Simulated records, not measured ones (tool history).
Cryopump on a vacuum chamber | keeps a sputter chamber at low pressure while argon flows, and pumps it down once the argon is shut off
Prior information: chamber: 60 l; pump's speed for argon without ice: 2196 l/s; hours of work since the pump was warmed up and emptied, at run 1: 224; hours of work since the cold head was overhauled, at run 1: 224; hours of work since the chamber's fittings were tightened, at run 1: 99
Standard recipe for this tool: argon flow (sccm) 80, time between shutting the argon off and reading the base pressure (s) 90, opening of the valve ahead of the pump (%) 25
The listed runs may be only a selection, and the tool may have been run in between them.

| run | hour | argon flow (sccm) | time between shutting the argon off and reading the base pressure (s) | opening of the valve ahead of the pump (%) | hours of work since the pump was warmed up and emptied | hours of work since the cold head was overhauled | hours of work since the chamber's fittings were tightened | pressure while argon flows (Pa) | pressure after the wait (uPa) |
|---|---|---|---|---|---|---|---|---|---|
| 1 | 0 | 80 | 90 | 25 | 224 | 224 | 99 | 0.2495 | 0.78 |
| 2 | 21.9 | 80 | 90 | 25 | 238 | 238 | 113 | 0.2521 | 0.77 |
| 3 | 43.5 | 80 | 90 | 25 | 252 | 252 | 127 | 0.2515 | 0.78 |
| 4 | 60.1 | 80 | 90 | 20 | 263 | 263 | 138 | 0.3148 | 0.81 |
| 5 | 80.6 | 80 | 90 | 20 | 276 | 276 | 151 | 0.3157 | 0.81 |
| 6 | 102.9 | 80 | 234 | 25 | 290 | 290 | 165 | 0.2542 | 0.51 |
| 7 | 124.5 | 80 | 234 | 25 | 304 | 304 | 179 | 0.2522 | 0.56 |
| 8 | 148.6 | 80 | 234 | 25 | 319 | 319 | 195 | 0.252 | 0.53 |
| 9 | 168.5 | 102 | 90 | 25 | 332 | 332 | 208 | 0.3243 | 0.88 |
| 10 | 191.6 | 102 | 90 | 25 | 347 | 347 | 222 | 0.3232 | 0.86 |
| 11 | 220.3 | 102 | 90 | 57 | 366 | 366 | 241 | 0.1471 | 0.9 |
| 12 | 239 | 80 | 90 | 25 | 378 | 378 | 253 | 0.2538 | 0.86 |
| 13 | 255.7 | 80 | 90 | 25 | 388 | 388 | 264 | 0.2552 | 0.97 |
| 14 | 276.7 | 80 | 35 | 25 | 402 | 402 | 277 | 0.2539 | 1.73 |
| 15 | 299.8 | 58 | 23 | 52 | 417 | 417 | 292 | 0.0943 | 2.37 |
| 16 | 318.6 | 49 | 76 | 25 | 429 | 429 | 304 | 0.1564 | 1.06 |

Run 17 has not been measured yet. What should we expect?
| 17 | 334.6 | 34 | 299 | 19 | 439 | 439 | 314 | ? | ? |

Logged for run 17: pressure while argon flows (Pa) 0.1414, pressure after the wait (uPa) 0.63.
On a tool with no hidden condition, and with the same random variation, this run would have come out at pressure while argon flows (Pa) 0.1371, pressure after the wait (uPa) 0.28.
